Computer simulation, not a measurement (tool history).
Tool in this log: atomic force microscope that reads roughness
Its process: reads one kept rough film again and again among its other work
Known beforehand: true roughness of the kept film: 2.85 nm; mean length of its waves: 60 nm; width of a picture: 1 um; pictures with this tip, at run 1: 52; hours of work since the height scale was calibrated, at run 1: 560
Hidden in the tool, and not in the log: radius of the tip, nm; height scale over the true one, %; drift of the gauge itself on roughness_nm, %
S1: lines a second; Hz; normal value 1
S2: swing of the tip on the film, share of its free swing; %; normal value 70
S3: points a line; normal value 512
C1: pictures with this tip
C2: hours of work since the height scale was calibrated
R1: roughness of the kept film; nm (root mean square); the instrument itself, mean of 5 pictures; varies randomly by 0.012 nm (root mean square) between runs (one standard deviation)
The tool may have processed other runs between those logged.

run   hour    S1  S2   S3   C1   C2     R1
  1      0     1  70  512   52  560  2.665
  2     16  3.54  70  512   83  569  2.374
        32  -- new tip fitted
  3   34.1  2.85  70  512    4  579  2.542
  4   57.7  2.85  70  512   48  593  2.492
  5   72.6  2.85  70  512   77  601  2.452
  6   85.8     1  62  512  102  609  2.632
        92  -- new tip fitted
  7  100.7     1  62  512   17  617  2.734
  8  118.4     1  62  512   50  628  2.684
  9  145.4   2.1  86  897  101  643  2.294
     152.4  -- new tip fitted
 10  157.6     1  82  459   10  650  2.605
 11  178.8  2.78  66  839   50  662  2.547
 12  190.6  2.78  66  839   73  669  2.508
 13  207.2     1  70  512  104  679  2.593
     210.9  -- new tip fitted
 14  232.5  1.49  69  909   41  693  2.636
 15  258.9   0.7  85  909   91  708  2.566

Difference, measured minus no-hidden-state, one row per run. Run-to-run variation is common to both terms; the gauge's own scatter need not be:
run      R1
  1  -0.045
  2  -0.073
  3  +0.003
  4  -0.045
  5  -0.075
  6  -0.107
  7  -0.009
  8  -0.049
  9  -0.093
 10  +0.001
 11  -0.041
 12  -0.069
 13  -0.104
 14  -0.029
 15  -0.088

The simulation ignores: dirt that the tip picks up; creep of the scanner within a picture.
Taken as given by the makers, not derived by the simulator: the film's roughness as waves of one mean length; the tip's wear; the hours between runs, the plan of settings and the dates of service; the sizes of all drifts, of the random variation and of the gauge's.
